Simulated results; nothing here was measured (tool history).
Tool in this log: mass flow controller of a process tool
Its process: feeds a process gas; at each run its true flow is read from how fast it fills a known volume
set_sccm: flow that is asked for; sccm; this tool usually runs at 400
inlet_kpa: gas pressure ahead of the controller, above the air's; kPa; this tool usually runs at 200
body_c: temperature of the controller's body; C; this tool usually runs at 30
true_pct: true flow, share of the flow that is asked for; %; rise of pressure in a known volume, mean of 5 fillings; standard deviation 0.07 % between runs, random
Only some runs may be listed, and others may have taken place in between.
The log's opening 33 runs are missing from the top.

Run 34, hour 7177.8: usual settings but set_sccm 103 sccm, inlet_kpa 177 kPa. Result: true_pct 98.87 %.
Run 35, hour 7411.3: usual settings but set_sccm 269 sccm, body_c 25 C. Result: true_pct 99.57 %.
Run 36, hour 7561.6: usual settings but set_sccm 269 sccm, body_c 25 C. Result: true_pct 99.53 %.
Run 37, hour 7819.6: usual settings but set_sccm 269 sccm, body_c 25 C. Result: true_pct 99.53 %.
Run 38, hour 8116.1: usual settings but set_sccm 421 sccm, body_c 34 C. Result: true_pct 98.87 %.
Run 39, hour 8336.1: usual settings but set_sccm 421 sccm, body_c 34 C. Result: true_pct 99.01 %.
Run 40, hour 8568.6: usual settings but inlet_kpa 169 kPa, body_c 38 C. Result: true_pct 98.63 %.
Run 41, hour 8771.1: usual settings but body_c 32 C. Result: true_pct 99.10 %.
Run 42, hour 9030.9: usual settings but body_c 32 C. Result: true_pct 99.05 %.
Run 43, hour 9312.3: usual settings but body_c 32 C. Result: true_pct 98.97 %.
Run 44, hour 9533.6: usual settings but inlet_kpa 235 kPa. Result: true_pct 99.48 %.
Run 45, hour 9812.9: usual settings but inlet_kpa 235 kPa. Result: true_pct 99.48 %.
Run 46, hour 10073.6: usual settings but set_sccm 226 sccm, body_c 25 C. Result: true_pct 99.47 %.
Run 47, hour 10262.4: usual settings but set_sccm 116 sccm, inlet_kpa 206 kPa, body_c 33 C. Result: true_pct 98.86 %.
Run 48, hour 10552.3: usual settings but set_sccm 673 sccm, inlet_kpa 206 kPa, body_c 31 C. Result: true_pct 99.26 %.

Forecast each of these 4 alternatives for the next run:
Run A, hour 10864.4: usual settings but set_sccm 259 sccm, inlet_kpa 240 kPa. Result: true_pct ?.
Run B, hour 10864.4: usual settings but set_sccm 317 sccm, body_c 23 C. Result: true_pct ?.
Run C, hour 10864.4: usual settings but inlet_kpa 258 kPa, body_c 24 C. Result: true_pct ?.
Run D, hour 10864.4: usual settings but inlet_kpa 264 kPa. Result: true_pct ?.

run  true_pct
  A     99.25
  B     99.72
  C     99.79
  D     99.55
With the hidden condition removed and each run's random variation left untouched, the same runs would have given:
run  true_pct
  A     99.26
  B     99.72
  C     99.79
  D     99.55
